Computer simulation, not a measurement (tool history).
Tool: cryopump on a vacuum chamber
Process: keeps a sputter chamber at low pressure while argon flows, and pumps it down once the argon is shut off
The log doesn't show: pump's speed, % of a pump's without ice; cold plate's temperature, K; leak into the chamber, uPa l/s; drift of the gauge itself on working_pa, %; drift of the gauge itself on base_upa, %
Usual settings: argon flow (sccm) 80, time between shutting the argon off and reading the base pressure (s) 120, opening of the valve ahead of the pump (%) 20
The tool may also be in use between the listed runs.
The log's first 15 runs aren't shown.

| run | hour | argon flow (sccm) | time between shutting the argon off and reading the base pressure (s) | opening of the valve ahead of the pump (%) | hours of work since the pump was warmed up and emptied | hours of work since the cold head was overhauled | hours of work since the chamber's fittings were tightened | pressure while argon flows (Pa) | pressure after the wait (uPa) |
|---|---|---|---|---|---|---|---|---|---|
| 16 | 377.2 | 80 | 120 | 20 | 432 | 432 | 2604 | 0.4167 | 1.86 |
| 17 | 412.7 | 80 | 120 | 20 | 448 | 448 | 2620 | 0.4153 | 1.95 |
| 18 | 431.1 | 121 | 120 | 42 | 456 | 456 | 2628 | 0.3081 | 1.97 |
| 19 | 450.7 | 52 | 163 | 30 | 465 | 465 | 2637 | 0.1829 | 1.86 |
| 20 | 465.3 | 52 | 163 | 42 | 471 | 471 | 2643 | 0.1331 | 1.83 |
| 21 | 489.5 | 79 | 120 | 53 | 482 | 482 | 2654 | 0.1612 | 1.95 |
| 22 | 508.2 | 80 | 60 | 26 | 490 | 490 | 2662 | 0.3261 | 2.26 |
| 23 | 522.8 | 43 | 23 | 28 | 497 | 497 | 2669 | 0.1627 | 3.15 |
| 24 | 545.6 | 45 | 256 | 48 | 507 | 507 | 2679 | 0.1021 | 1.82 |
| 25 | 560.6 | 82 | 28 | 33 | 514 | 514 | 2686 | 0.2646 | 2.92 |
| 26 | 591.2 | 82 | 242 | 52 | 527 | 527 | 2699 | 0.172 | 1.78 |
| 27 | 624 | 78 | 117 | 31 | 542 | 542 | 2714 | 0.2666 | 2.04 |
| 28 | 649.2 | 80 | 120 | 50 | 553 | 553 | 2725 | 0.1769 | 1.98 |
| 29 | 668.9 | 82 | 65 | 17 | 562 | 562 | 2734 | 0.5032 | 2.25 |
| 30 | 685 | 52 | 88 | 20 | 569 | 569 | 2741 | 0.2747 | 2.04 |
| 31 | 703.7 | 33 | 70 | 45 | 578 | 578 | 2750 | 0.0806 | 2.19 |
| 32 | 733.1 | 56 | 29 | 33 | 591 | 591 | 2763 | 0.1818 | 3 |

Forecast run 33:
| 33 | 749.4 | 34 | 271 | 24 | 598 | 598 | 2770 | ? | ? |

Run 33 gave pressure while argon flows (Pa) 0.1496, pressure after the wait (uPa) 1.89.
Without the tool's hidden state the same run would have given pressure while argon flows (Pa) 0.1438, pressure after the wait (uPa) 0.34.
